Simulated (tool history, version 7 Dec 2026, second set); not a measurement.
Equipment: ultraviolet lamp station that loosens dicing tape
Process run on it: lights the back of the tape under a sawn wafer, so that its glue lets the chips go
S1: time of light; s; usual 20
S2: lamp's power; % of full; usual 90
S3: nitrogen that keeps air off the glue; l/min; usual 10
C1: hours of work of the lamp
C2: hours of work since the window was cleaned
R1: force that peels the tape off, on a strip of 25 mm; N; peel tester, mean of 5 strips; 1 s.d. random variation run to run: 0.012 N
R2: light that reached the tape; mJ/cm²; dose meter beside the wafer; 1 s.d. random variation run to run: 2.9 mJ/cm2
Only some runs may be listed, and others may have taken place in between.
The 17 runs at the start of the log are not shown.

{"run": 18, "day": 14.988, "S1": 20, "S2": 90, "S3": 8, "C1": 332, "C2": 352, "R1": 0.93, "R2": 349}
{"run": 19, "day": 15.571, "S1": 20, "S2": 90, "S3": 8, "C1": 338, "C2": 358, "R1": 0.948, "R2": 342}
{"run": 20, "day": 16.321, "S1": 19, "S2": 90, "S3": 5, "C1": 346, "C2": 366, "R1": 1.532, "R2": 327}
{"run": 21, "day": 17.192, "S1": 31, "S2": 94, "S3": 8, "C1": 356, "C2": 376, "R1": 0.372, "R2": 550}
{"run": 22, "day": 18.038, "S1": 20, "S2": 90, "S3": 11, "C1": 365, "C2": 385, "R1": 0.757, "R2": 340}
{"run": 23, "day": 18.808, "S1": 20, "S2": 90, "S3": 11, "C1": 373, "C2": 394, "R1": 0.776, "R2": 339}
{"run": 24, "day": 20.088, "S1": 21, "S2": 74, "S3": 10, "C1": 387, "C2": 407, "R1": 1.142, "R2": 290}
{"run": 25, "day": 21.142, "S1": 18, "S2": 70, "S3": 4, "C1": 399, "C2": 419, "R1": 2.725, "R2": 234}
{"run": 26, "day": 21.662, "S1": 18, "S2": 84, "S3": 4, "C1": 405, "C2": 425, "R1": 2.254, "R2": 280}
{"run": 27, "day": 22.579, "S1": 27, "S2": 84, "S3": 7, "C1": 415, "C2": 435, "R1": 0.73, "R2": 417}
{"run": 28, "day": 23.85, "S1": 27, "S2": 84, "S3": 7, "C1": 429, "C2": 449, "R1": 0.749, "R2": 417}
{"run": 29, "day": 24.988, "S1": 27, "S2": 84, "S3": 7, "C1": 441, "C2": 461, "R1": 0.758, "R2": 409}
{"run": 30, "day": 25.771, "S1": 27, "S2": 84, "S3": 7, "C1": 450, "C2": 470, "R1": 0.781, "R2": 410}
{"run": 31, "day": 26.558, "S1": 27, "S2": 84, "S3": 7, "C1": 458, "C2": 478, "R1": 0.762, "R2": 413}
{"run": 32, "day": 27.346, "S1": 20, "S2": 67, "S3": 7, "C1": 467, "C2": 487, "R1": 1.992, "R2": 238}
{"run": 33, "day": 27.912, "S1": 20, "S2": 71, "S3": 8, "C1": 473, "C2": 493, "R1": 1.655, "R2": 250}
{"run": 34, "day": 29.158, "S1": 32, "S2": 89, "S3": 10, "C1": 487, "C2": 507, "R1": 0.404, "R2": 499}
{"run": 35, "day": 30.279, "S1": 32, "S2": 89, "S3": 10, "C1": 499, "C2": 519, "R1": 0.394, "R2": 495}
{"run": 36, "day": 30.958, "S1": 29, "S2": 82, "S3": 14, "C1": 506, "C2": 526, "R1": 0.453, "R2": 416}

Here are 4 independent what-if runs from the current tool condition. What would each one return?
{"run": "A", "day": 32.183, "S1": 36, "S2": 85, "S3": 17, "C1": 520, "C2": 540, "R1": "?", "R2": "?"}
{"run": "B", "day": 32.183, "S1": 12, "S2": 86, "S3": 5, "C1": 520, "C2": 540, "R1": "?", "R2": "?"}
{"run": "C", "day": 32.183, "S1": 15, "S2": 76, "S3": 12, "C1": 520, "C2": 540, "R1": "?", "R2": "?"}
{"run": "D", "day": 32.183, "S1": 29, "S2": 68, "S3": 14, "C1": 520, "C2": 540, "R1": "?", "R2": "?"}

run=A R1=0.275 R2=523
run=B R1=3.288 R2=181
run=C R1=1.881 R2=197
run=D R1=0.645 R2=334
Without the tool's unlogged condition, the same runs would have read:
run=A R1=0.223 R2=702
run=B R1=2.348 R2=241
run=C R1=1.159 R2=264
run=D R1=0.367 R2=450
